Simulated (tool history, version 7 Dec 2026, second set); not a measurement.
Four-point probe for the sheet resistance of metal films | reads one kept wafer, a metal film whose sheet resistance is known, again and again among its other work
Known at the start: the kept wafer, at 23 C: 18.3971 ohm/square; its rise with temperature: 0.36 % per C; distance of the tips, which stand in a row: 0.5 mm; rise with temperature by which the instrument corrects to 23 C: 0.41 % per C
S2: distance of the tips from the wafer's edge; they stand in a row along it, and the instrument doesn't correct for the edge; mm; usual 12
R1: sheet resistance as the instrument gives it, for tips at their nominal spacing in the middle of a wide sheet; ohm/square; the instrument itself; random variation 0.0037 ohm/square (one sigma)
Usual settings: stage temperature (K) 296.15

run 1 hour=0.0 | stage_temperature_(K)=296.15 S2=12 | R1=18.401645
run 2 hour=127.4 | stage_temperature_(K)=296.15 S2=12 | R1=18.411557
run 3 hour=207.8 | stage_temperature_(K)=296.15 S2=12 | R1=18.407552
run 4 hour=344.7 | stage_temperature_(K)=296.15 S2=18 | R1=18.406807
run 5 hour=415.7 | stage_temperature_(K)=300.15 S2=12 | R1=18.380768
run 6 hour=533.7 | stage_temperature_(K)=296.15 S2=12 | R1=18.419524
run 7 hour=651.6 | stage_temperature_(K)=296.15 S2=12 | R1=18.422780
run 8 hour=772.2 | stage_temperature_(K)=296.15 S2=12 | R1=18.428226
run 9 hour=905.4 | stage_temperature_(K)=296.15 S2=12 | R1=18.430462
run 10 hour=979.4 | stage_temperature_(K)=299.15 S2=12 | R1=18.403626
-- hour=991.9 stage's thermometer calibrated
run 11 hour=1057.4 | stage_temperature_(K)=299.15 S2=12 | R1=18.399818
run 12 hour=1194.9 | stage_temperature_(K)=299.15 S2=12 | R1=18.398317
-- hour=1205.0 stage's thermometer calibrated, once more
run 13 hour=1313.0 | stage_temperature_(K)=299.15 S2=12 | R1=18.435223
run 14 hour=1440.4 | stage_temperature_(K)=307.15 S2=5 | R1=18.448454
run 15 hour=1533.9 | stage_temperature_(K)=303.15 S2=12 | R1=18.399205
run 16 hour=1658.3 | stage_temperature_(K)=303.15 S2=16 | R1=18.400935
run 17 hour=1728.9 | stage_temperature_(K)=294.15 S2=6 | R1=18.537348
run 18 hour=1816.2 | stage_temperature_(K)=294.15 S2=3 | R1=18.746259
run 19 hour=1903.7 | stage_temperature_(K)=294.15 S2=8 | R1=18.526242
run 20 hour=2018.8 | stage_temperature_(K)=306.15 S2=33 | R1=18.383924
run 21 hour=2086.7 | stage_temperature_(K)=305.15 S2=33 | R1=18.391355
run 22 hour=2206.5 | stage_temperature_(K)=293.15 S2=36 | R1=18.499643
run 23 hour=2273.1 | stage_temperature_(K)=296.15 S2=27 | R1=18.474519
run 24 hour=2342.6 | stage_temperature_(K)=304.15 S2=27 | R1=18.411419
run 25 hour=2458.7 | stage_temperature_(K)=295.15 S2=34 | R1=18.492403

3 ways to go on from here, each from the tool as it stands after run 25. What would each give?
run A hour=2598.0 | stage_temperature_(K)=296.15 S2=12 | R1=?
run B hour=2598.0 | stage_temperature_(K)=296.15 S2=5 | R1=?
run C hour=2598.0 | stage_temperature_(K)=300.15 S2=73 | R1=?

run=A R1=18.493457
run=B R1=18.578905
run=C R1=18.445441
Without the tool's hidden state the same runs would have given:
run=A R1=18.408259
run=B R1=18.493348
run=C R1=18.360256
